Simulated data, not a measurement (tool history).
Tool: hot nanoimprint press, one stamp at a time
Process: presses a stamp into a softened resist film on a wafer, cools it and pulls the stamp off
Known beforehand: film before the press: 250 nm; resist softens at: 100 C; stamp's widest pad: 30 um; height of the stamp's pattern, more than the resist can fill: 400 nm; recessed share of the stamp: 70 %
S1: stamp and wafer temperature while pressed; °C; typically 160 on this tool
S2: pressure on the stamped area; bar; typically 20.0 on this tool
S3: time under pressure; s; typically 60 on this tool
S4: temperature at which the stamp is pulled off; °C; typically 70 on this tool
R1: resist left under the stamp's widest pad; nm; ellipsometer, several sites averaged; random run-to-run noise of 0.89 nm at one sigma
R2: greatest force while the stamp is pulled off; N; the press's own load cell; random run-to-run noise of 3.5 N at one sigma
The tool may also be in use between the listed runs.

run 1 hour=0.0 | S1=160 S2=20.0 S3=60 S4=70 | R1=141.2 R2=217
run 2 hour=36.0 | S1=160 S2=20.0 S3=60 S4=70 | R1=141.3 R2=243
run 3 hour=83.1 | S1=160 S2=20.0 S3=60 S4=70 | R1=139.2 R2=261
-- hour=119.7 press's hydraulic seals changed and the load cell set to zero
-- hour=129.0 stamp cleaned and given a new release coat
run 4 hour=139.1 | S1=160 S2=20.0 S3=60 S4=70 | R1=140.0 R2=176
-- hour=157.0 plate thermocouple calibrated
run 5 hour=176.6 | S1=160 S2=20.0 S3=60 S4=70 | R1=143.8 R2=188
run 6 hour=202.5 | S1=160 S2=20.0 S3=60 S4=70 | R1=141.9 R2=200
run 7 hour=253.5 | S1=160 S2=20.0 S3=45 S4=70 | R1=157.4 R2=223
run 8 hour=283.2 | S1=160 S2=20.0 S3=45 S4=70 | R1=159.0 R2=243
-- hour=304.4 plate thermocouple calibrated, once more
run 9 hour=317.9 | S1=160 S2=20.0 S3=60 S4=55 | R1=121.6 R2=329
run 10 hour=347.0 | S1=160 S2=20.0 S3=60 S4=55 | R1=124.2 R2=346
-- hour=377.4 stamp cleaned and given a new release coat
run 11 hour=404.9 | S1=160 S2=20.0 S3=60 S4=55 | R1=124.7 R2=242
run 12 hour=456.4 | S1=160 S2=20.0 S3=60 S4=55 | R1=124.9 R2=269
run 13 hour=482.2 | S1=160 S2=20.0 S3=60 S4=55 | R1=127.2 R2=294
run 14 hour=530.0 | S1=160 S2=20.0 S3=60 S4=55 | R1=128.4 R2=310
run 15 hour=562.7 | S1=160 S2=20.0 S3=60 S4=55 | R1=127.6 R2=331
run 16 hour=591.9 | S1=160 S2=20.0 S3=60 S4=55 | R1=128.9 R2=348
-- hour=617.8 stamp cleaned and given a new release coat
run 17 hour=653.6 | S1=160 S2=12.7 S3=60 S4=59 | R1=158.3 R2=234
run 18 hour=680.3 | S1=164 S2=26.5 S3=43 S4=60 | R1=103.4 R2=242
run 19 hour=718.7 | S1=164 S2=26.5 S3=43 S4=60 | R1=102.7 R2=267
run 20 hour=752.6 | S1=162 S2=20.0 S3=109 S4=70 | R1=96.7 R2=214
run 21 hour=807.8 | S1=162 S2=19.3 S3=109 S4=76 | R1=98.6 R2=215
run 22 hour=842.4 | S1=167 S2=20.9 S3=33 S4=70 | R1=110.0 R2=266
-- hour=857.1 stamp cleaned and given a new release coat
run 23 hour=882.1 | S1=167 S2=20.9 S3=33 S4=70 | R1=111.1 R2=182
run 24 hour=938.5 | S1=152 S2=20.0 S3=60 S4=57 | R1=193.6 R2=273
run 25 hour=964.5 | S1=152 S2=20.0 S3=60 S4=57 | R1=196.3 R2=283
run 26 hour=1004.3 | S1=157 S2=20.0 S3=60 S4=78 | R1=160.4 R2=188
run 27 hour=1059.9 | S1=160 S2=20.0 S3=63 S4=60 | R1=138.2 R2=319
-- hour=1100.7 stamp cleaned and given a new release coat
run 28 hour=1112.4 | S1=160 S2=30.8 S3=108 S4=70 | R1=93.4 R2=175
run 29 hour=1154.5 | S1=149 S2=18.3 S3=94 S4=65 | R1=205.6 R2=228
-- hour=1169.0 plate thermocouple calibrated
run 30 hour=1184.3 | S1=149 S2=18.3 S3=94 S4=65 | R1=194.5 R2=220

The same runs without the tool's hidden state, with the same run-to-run variation:
The tool's hidden condition here consists of: true temperature over the reading, C; pressure that arrives at the usual setting, %; grip of the stamp's worn release coat, % over a new coat's; drift of the gauge itself on residual_nm, %; drift of the gauge itself on pull_off_n, %.
run=1 R1=124.6 R2=164
run=2 R1=124.0 R2=171
run=3 R1=121.1 R2=168
run=4 R1=123.6 R2=163
run=5 R1=123.6 R2=160
run=6 R1=121.4 R2=162
run=7 R1=135.0 R2=163
run=8 R1=135.9 R2=168
run=9 R1=120.5 R2=232
run=10 R1=122.4 R2=232
run=11 R1=121.9 R2=227
run=12 R1=121.1 R2=227
run=13 R1=122.7 R2=236
run=14 R1=123.0 R2=227
run=15 R1=121.5 R2=229
run=16 R1=122.2 R2=229
run=17 R1=150.6 R2=213
run=18 R1=96.2 R2=209
run=19 R1=94.8 R2=214
run=20 R1=88.8 R2=159
run=21 R1=89.6 R2=144
run=22 R1=100.4 R2=168
run=23 R1=100.7 R2=166
run=24 R1=180.0 R2=225
run=25 R1=181.9 R2=221
run=26 R1=144.3 R2=133
run=27 R1=122.0 R2=209
run=28 R1=79.3 R2=162
run=29 R1=189.0 R2=194
run=30 R1=191.4 R2=186
